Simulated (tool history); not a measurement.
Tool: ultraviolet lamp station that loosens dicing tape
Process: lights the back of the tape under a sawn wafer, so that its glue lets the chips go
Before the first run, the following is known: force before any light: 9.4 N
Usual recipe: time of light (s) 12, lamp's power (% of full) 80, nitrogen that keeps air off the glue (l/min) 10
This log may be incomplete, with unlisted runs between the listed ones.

run,day,time of light (s),lamp's power (% of full),nitrogen that keeps air off the glue (l/min),force that peels the tape off (N),light that reached the tape (J/m2)
1,0.000,12,80,10,0.474,4880
2,0.271,12,80,10,0.454,4880
3,0.600,12,80,10,0.469,4860
4,1.046,12,80,4,0.711,4880
5,1.250,12,80,10,0.472,4880
6,1.662,12,80,10,0.460,4900
7,2.121,12,80,10,0.482,4800
8,2.442,12,80,10,0.480,4810
9,2.725,12,84,10,0.424,5070
10,2.925,12,84,10,0.442,5020
11,3.154,12,84,10,0.449,5050
12,3.442,7,80,4,1.935,2780
13,3.892,7,80,4,1.916,2800
14,4.238,16,87,10,0.292,6930
15,4.454,17,97,10,0.270,8250
16,4.704,9,91,3,1.215,4090
17,5.096,9,68,3,1.871,3060

Each row is a separate what-if for the run after 17, all from the same tool condition, not one after another. Results?
A,5.417,17,73,11,?,?
B,5.417,17,80,4,?,?
C,5.417,17,93,4,?,?
D,5.417,12,83,18,?,?
E,5.417,9,81,3,?,?

run,force that peels the tape off (N),light that reached the tape (J/m2)
A,0.335,6130
B,0.395,6720
C,0.315,7850
D,0.392,4920
E,1.408,3590
The same runs, with their run-to-run variation unchanged, on a tool lacking any hidden condition would have given:
run,force that peels the tape off (N),light that reached the tape (J/m2)
A,0.301,6820
B,0.339,7480
C,0.283,8730
D,0.338,5480
E,1.167,4000

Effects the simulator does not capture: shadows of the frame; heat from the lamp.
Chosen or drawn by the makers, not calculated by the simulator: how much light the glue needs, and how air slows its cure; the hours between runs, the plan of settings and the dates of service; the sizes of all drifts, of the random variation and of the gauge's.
